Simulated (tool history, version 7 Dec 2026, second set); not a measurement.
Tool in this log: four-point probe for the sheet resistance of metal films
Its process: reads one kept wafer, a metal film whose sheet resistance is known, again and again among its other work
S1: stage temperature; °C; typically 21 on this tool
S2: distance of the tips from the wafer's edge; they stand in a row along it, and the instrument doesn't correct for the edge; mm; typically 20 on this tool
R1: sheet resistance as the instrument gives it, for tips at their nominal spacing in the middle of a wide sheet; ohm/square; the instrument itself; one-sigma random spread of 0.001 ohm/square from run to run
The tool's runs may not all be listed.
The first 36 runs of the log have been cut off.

{"run": 37, "hour": 1337.3, "S1": 21, "S2": 30, "R1": 4.984561}
{"run": 38, "hour": 1383.7, "S1": 21, "S2": 22, "R1": 4.985202}
{"run": 39, "hour": 1423.5, "S1": 21, "S2": 5, "R1": 5.085097}
{"run": 40, "hour": 1451.0, "S1": 34, "S2": 5, "R1": 5.037448}
{"run": 41, "hour": 1486.1, "S1": 34, "S2": 5, "R1": 5.040232}
{"run": 42, "hour": 1521.1, "S1": 20, "S2": 11, "R1": 5.00621}
{"run": 43, "hour": 1561.6, "S1": 20, "S2": 11, "R1": 5.005204}
{"run": 44, "hour": 1588.4, "S1": 29, "S2": 7, "R1": 5.005431}

Forecast each of these 3 alternatives for the next run:
{"run": "A", "hour": 1615.6, "S1": 21, "S2": 7, "R1": "?"}
{"run": "B", "hour": 1615.6, "S1": 21, "S2": 3, "R1": "?"}
{"run": "C", "hour": 1615.6, "S1": 24, "S2": 11, "R1": "?"}

run=A R1=5.033692
run=B R1=5.259182
run=C R1=4.989294
What these runs would have given with no unlogged condition in the tool:
run=A R1=5.043064
run=B R1=5.268929
run=C R1=4.998606
